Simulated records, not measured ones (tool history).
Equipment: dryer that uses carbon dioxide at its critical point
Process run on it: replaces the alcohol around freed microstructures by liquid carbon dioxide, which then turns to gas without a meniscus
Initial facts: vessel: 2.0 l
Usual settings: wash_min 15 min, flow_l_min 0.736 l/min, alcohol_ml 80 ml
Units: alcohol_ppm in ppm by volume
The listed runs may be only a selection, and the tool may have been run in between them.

{"run": 1, "hour": 0.0, "wash_min": 15, "flow_l_min": 0.736, "alcohol_ml": 80, "alcohol_ppm": 533}
{"run": 2, "hour": 37.8, "wash_min": 15, "flow_l_min": 0.736, "alcohol_ml": 80, "alcohol_ppm": 565}
{"run": 3, "hour": 76.8, "wash_min": 15, "flow_l_min": 0.736, "alcohol_ml": 80, "alcohol_ppm": 578}
{"run": 4, "hour": 109.5, "wash_min": 15, "flow_l_min": 0.494, "alcohol_ml": 80, "alcohol_ppm": 2511}
{"run": 5, "hour": 130.2, "wash_min": 15, "flow_l_min": 0.736, "alcohol_ml": 80, "alcohol_ppm": 622}
{"run": 6, "hour": 158.5, "wash_min": 15, "flow_l_min": 0.736, "alcohol_ml": 80, "alcohol_ppm": 637}
{"run": 7, "hour": 174.6, "wash_min": 15, "flow_l_min": 0.736, "alcohol_ml": 80, "alcohol_ppm": 646}
{"run": 8, "hour": 209.9, "wash_min": 15, "flow_l_min": 0.736, "alcohol_ml": 80, "alcohol_ppm": 647}
{"run": 9, "hour": 243.5, "wash_min": 15, "flow_l_min": 0.736, "alcohol_ml": 48, "alcohol_ppm": 431}
{"run": 10, "hour": 259.7, "wash_min": 12, "flow_l_min": 0.736, "alcohol_ml": 80, "alcohol_ppm": 1514}
{"run": 11, "hour": 288.8, "wash_min": 15, "flow_l_min": 0.736, "alcohol_ml": 80, "alcohol_ppm": 688}
{"run": 12, "hour": 308.7, "wash_min": 15, "flow_l_min": 0.901, "alcohol_ml": 80, "alcohol_ppm": 305}
{"run": 13, "hour": 329.4, "wash_min": 15, "flow_l_min": 0.901, "alcohol_ml": 80, "alcohol_ppm": 290}
{"run": 14, "hour": 354.4, "wash_min": 15, "flow_l_min": 0.901, "alcohol_ml": 39, "alcohol_ppm": 188}
{"run": 15, "hour": 375.5, "wash_min": 15, "flow_l_min": 0.736, "alcohol_ml": 80, "alcohol_ppm": 738}
{"run": 16, "hour": 409.2, "wash_min": 15, "flow_l_min": 0.736, "alcohol_ml": 80, "alcohol_ppm": 769}
{"run": 17, "hour": 434.3, "wash_min": 15, "flow_l_min": 0.736, "alcohol_ml": 80, "alcohol_ppm": 786}
{"run": 18, "hour": 452.4, "wash_min": 15, "flow_l_min": 0.736, "alcohol_ml": 80, "alcohol_ppm": 787}
{"run": 19, "hour": 478.5, "wash_min": 15, "flow_l_min": 0.736, "alcohol_ml": 80, "alcohol_ppm": 801}
{"run": 20, "hour": 502.0, "wash_min": 14, "flow_l_min": 0.736, "alcohol_ml": 80, "alcohol_ppm": 1029}
{"run": 21, "hour": 530.2, "wash_min": 9, "flow_l_min": 0.736, "alcohol_ml": 80, "alcohol_ppm": 3813}
{"run": 22, "hour": 567.8, "wash_min": 15, "flow_l_min": 0.736, "alcohol_ml": 80, "alcohol_ppm": 835}
{"run": 23, "hour": 588.9, "wash_min": 14, "flow_l_min": 0.736, "alcohol_ml": 80, "alcohol_ppm": 1080}
{"run": 24, "hour": 609.4, "wash_min": 15, "flow_l_min": 1.034, "alcohol_ml": 57, "alcohol_ppm": 182}
{"run": 25, "hour": 632.9, "wash_min": 15, "flow_l_min": 1.034, "alcohol_ml": 57, "alcohol_ppm": 180}
{"run": 26, "hour": 652.1, "wash_min": 15, "flow_l_min": 1.034, "alcohol_ml": 57, "alcohol_ppm": 193}
{"run": 27, "hour": 681.0, "wash_min": 17, "flow_l_min": 1.034, "alcohol_ml": 57, "alcohol_ppm": 130}
{"run": 28, "hour": 719.7, "wash_min": 21, "flow_l_min": 1.034, "alcohol_ml": 27, "alcohol_ppm": 81}
{"run": 29, "hour": 738.1, "wash_min": 21, "flow_l_min": 1.034, "alcohol_ml": 21, "alcohol_ppm": 98}
{"run": 30, "hour": 761.7, "wash_min": 10, "flow_l_min": 0.506, "alcohol_ml": 95, "alcohol_ppm": 8441}
{"hour": 775.7, "done": "inlet filter changed"}
{"run": 31, "hour": 780.1, "wash_min": 16, "flow_l_min": 0.639, "alcohol_ml": 95, "alcohol_ppm": 965}
{"run": 32, "hour": 797.3, "wash_min": 16, "flow_l_min": 0.587, "alcohol_ml": 95, "alcohol_ppm": 1336}
{"run": 33, "hour": 824.0, "wash_min": 11, "flow_l_min": 0.621, "alcohol_ml": 95, "alcohol_ppm": 3425}
{"run": 34, "hour": 861.8, "wash_min": 15, "flow_l_min": 0.634, "alcohol_ml": 88, "alcohol_ppm": 1224}
{"run": 35, "hour": 893.5, "wash_min": 17, "flow_l_min": 1.229, "alcohol_ml": 74, "alcohol_ppm": 104}
{"run": 36, "hour": 927.7, "wash_min": 15, "flow_l_min": 0.849, "alcohol_ml": 27, "alcohol_ppm": 192}
{"run": 37, "hour": 950.1, "wash_min": 15, "flow_l_min": 0.849, "alcohol_ml": 27, "alcohol_ppm": 203}
{"run": 38, "hour": 972.5, "wash_min": 21, "flow_l_min": 0.535, "alcohol_ml": 36, "alcohol_ppm": 379}
{"run": 39, "hour": 988.8, "wash_min": 15, "flow_l_min": 0.535, "alcohol_ml": 31, "alcohol_ppm": 874}
{"run": 40, "hour": 1017.7, "wash_min": 10, "flow_l_min": 0.969, "alcohol_ml": 109, "alcohol_ppm": 1371}
{"run": 41, "hour": 1055.0, "wash_min": 17, "flow_l_min": 0.736, "alcohol_ml": 82, "alcohol_ppm": 466}
{"run": 42, "hour": 1086.1, "wash_min": 15, "flow_l_min": 0.602, "alcohol_ml": 80, "alcohol_ppm": 1502}
{"run": 43, "hour": 1123.0, "wash_min": 15, "flow_l_min": 0.602, "alcohol_ml": 80, "alcohol_ppm": 1562}
{"run": 44, "hour": 1157.0, "wash_min": 10, "flow_l_min": 0.801, "alcohol_ml": 53, "alcohol_ppm": 1509}
{"run": 45, "hour": 1179.9, "wash_min": 15, "flow_l_min": 0.466, "alcohol_ml": 31, "alcohol_ppm": 1423}
{"run": 46, "hour": 1219.0, "wash_min": 15, "flow_l_min": 0.493, "alcohol_ml": 73, "alcohol_ppm": 2719}

Consider 4 possible next runs. They are alternatives, not a sequence: every one starts from the tool as it was left by run 46. What does each give?
{"run": "A", "hour": 1252.0, "wash_min": 15, "flow_l_min": 0.736, "alcohol_ml": 49, "alcohol_ppm": "?"}
{"run": "B", "hour": 1252.0, "wash_min": 21, "flow_l_min": 0.988, "alcohol_ml": 53, "alcohol_ppm": "?"}
{"run": "C", "hour": 1252.0, "wash_min": 23, "flow_l_min": 1.056, "alcohol_ml": 81, "alcohol_ppm": "?"}
{"run": "D", "hour": 1252.0, "wash_min": 11, "flow_l_min": 0.561, "alcohol_ml": 81, "alcohol_ppm": "?"}

run=A alcohol_ppm=554
run=B alcohol_ppm=132
run=C alcohol_ppm=123
run=D alcohol_ppm=4735
The same runs, with their run-to-run variation unchanged, on a tool lacking any hidden condition would have given:
run=A alcohol_ppm=317
run=B alcohol_ppm=12
run=C alcohol_ppm=3
run=D alcohol_ppm=3859
